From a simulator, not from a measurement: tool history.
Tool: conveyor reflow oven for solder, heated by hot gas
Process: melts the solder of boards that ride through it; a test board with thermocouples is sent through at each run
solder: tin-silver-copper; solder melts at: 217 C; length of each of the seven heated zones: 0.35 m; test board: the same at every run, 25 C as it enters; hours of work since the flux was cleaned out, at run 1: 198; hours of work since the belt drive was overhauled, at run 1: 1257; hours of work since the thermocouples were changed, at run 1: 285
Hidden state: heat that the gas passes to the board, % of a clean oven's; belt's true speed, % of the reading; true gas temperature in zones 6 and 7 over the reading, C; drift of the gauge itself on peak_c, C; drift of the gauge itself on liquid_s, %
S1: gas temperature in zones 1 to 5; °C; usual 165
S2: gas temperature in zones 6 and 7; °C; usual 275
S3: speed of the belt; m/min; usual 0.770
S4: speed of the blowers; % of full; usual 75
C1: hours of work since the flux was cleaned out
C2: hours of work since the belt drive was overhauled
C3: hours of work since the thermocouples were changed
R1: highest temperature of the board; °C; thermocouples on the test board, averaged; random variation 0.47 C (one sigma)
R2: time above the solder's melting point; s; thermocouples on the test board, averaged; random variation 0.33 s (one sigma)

run,hour,S1,S2,S3,S4,C1,C2,C3,R1,R2
1,0.0,165,275,0.770,75,198,1257,285,253.6,37.9
2,52.9,165,275,0.770,75,227,1287,315,253.2,37.7
3,98.6,165,275,0.770,75,253,1312,340,252.8,38.3
4,162.2,165,275,0.770,72,288,1348,376,251.5,38.0
5,212.1,165,275,0.770,72,316,1376,404,251.2,37.0
6,262.4,165,275,0.676,75,345,1404,432,257.4,46.6
7,307.6,165,267,0.770,75,370,1430,457,245.5,34.2
# hour 364.8: flux residue cleaned out of gas plates and filters
8,377.1,165,267,0.770,75,7,1466,494,245.6,34.9
9,441.8,165,267,0.770,67,43,1502,530,243.2,31.3
10,493.6,165,267,0.770,67,72,1531,559,243.4,31.1
11,526.4,165,289,0.639,75,91,1550,577,271.7,56.2
12,564.4,168,289,0.810,56,112,1571,599,252.9,35.9
13,613.1,172,263,0.846,56,139,1598,626,231.7,20.7
14,680.6,172,278,0.845,79,177,1636,664,253.9,36.8
15,741.7,165,288,0.623,75,211,1670,698,272.1,58.5

3 ways to go on from here, each from the tool as it stands after run 15. What would each give?
A,795.6,165,275,0.862,75,242,1700,728,?,?
B,795.6,165,275,0.873,75,242,1700,728,?,?
C,795.6,165,281,0.623,51,242,1700,728,?,?

run,R1,R2
A,247.5,30.8
B,248.3,30.1
C,254.3,48.2
Without the tool's hidden state the same runs would have given:
run,R1,R2
A,247.6,30.9
B,248.5,30.2
C,254.4,48.2

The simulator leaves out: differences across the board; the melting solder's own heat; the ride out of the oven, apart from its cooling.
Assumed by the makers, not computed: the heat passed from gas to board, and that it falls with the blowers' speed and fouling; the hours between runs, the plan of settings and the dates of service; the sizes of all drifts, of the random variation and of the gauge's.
